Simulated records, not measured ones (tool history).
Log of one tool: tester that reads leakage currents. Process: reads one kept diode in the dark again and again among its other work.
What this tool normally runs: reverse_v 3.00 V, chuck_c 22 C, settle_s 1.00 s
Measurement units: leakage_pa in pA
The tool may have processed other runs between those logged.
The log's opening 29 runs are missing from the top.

{"run": 30, "hour": 1744.3, "reverse_v": 3.0, "chuck_c": 23, "settle_s": 6.95, "leakage_pa": 114.2}
{"run": 31, "hour": 1783.3, "reverse_v": 5.03, "chuck_c": 23, "settle_s": 6.95, "leakage_pa": 152.27}
{"run": 32, "hour": 1866.5, "reverse_v": 2.11, "chuck_c": 45, "settle_s": 1.0, "leakage_pa": 457.61}
{"run": 33, "hour": 1927.3, "reverse_v": 2.11, "chuck_c": 45, "settle_s": 1.0, "leakage_pa": 458.55}
{"run": 34, "hour": 1971.3, "reverse_v": 2.11, "chuck_c": 45, "settle_s": 1.0, "leakage_pa": 456.94}
{"run": 35, "hour": 2045.2, "reverse_v": 2.11, "chuck_c": 45, "settle_s": 1.0, "leakage_pa": 454.07}
{"run": 36, "hour": 2090.7, "reverse_v": 2.11, "chuck_c": 45, "settle_s": 1.0, "leakage_pa": 455.16}
{"run": 37, "hour": 2140.6, "reverse_v": 2.11, "chuck_c": 45, "settle_s": 1.0, "leakage_pa": 455.94}
{"run": 38, "hour": 2217.4, "reverse_v": 1.32, "chuck_c": 22, "settle_s": 3.14, "leakage_pa": 67.75}
{"run": 39, "hour": 2252.7, "reverse_v": 4.08, "chuck_c": 22, "settle_s": 3.14, "leakage_pa": 125.21}

Forecast each of these 3 alternatives for the next run:
{"hour": 2267.8, "done": "chuck's temperature calibrated"}
{"run": "A", "hour": 2321.2, "reverse_v": 4.06, "chuck_c": 22, "settle_s": 0.34, "leakage_pa": "?"}
{"hour": 2267.8, "done": "chuck's temperature calibrated"}
{"run": "B", "hour": 2321.2, "reverse_v": 11.13, "chuck_c": 22, "settle_s": 3.14, "leakage_pa": "?"}
{"hour": 2267.8, "done": "chuck's temperature calibrated"}
{"run": "C", "hour": 2321.2, "reverse_v": 3.38, "chuck_c": 48, "settle_s": 2.75, "leakage_pa": "?"}

run=A leakage_pa=140.43
run=B leakage_pa=239.42
run=C leakage_pa=776.76
Without the tool's unlogged condition, the same runs would have read:
run=A leakage_pa=139.42
run=B leakage_pa=236.17
run=C leakage_pa=778.03

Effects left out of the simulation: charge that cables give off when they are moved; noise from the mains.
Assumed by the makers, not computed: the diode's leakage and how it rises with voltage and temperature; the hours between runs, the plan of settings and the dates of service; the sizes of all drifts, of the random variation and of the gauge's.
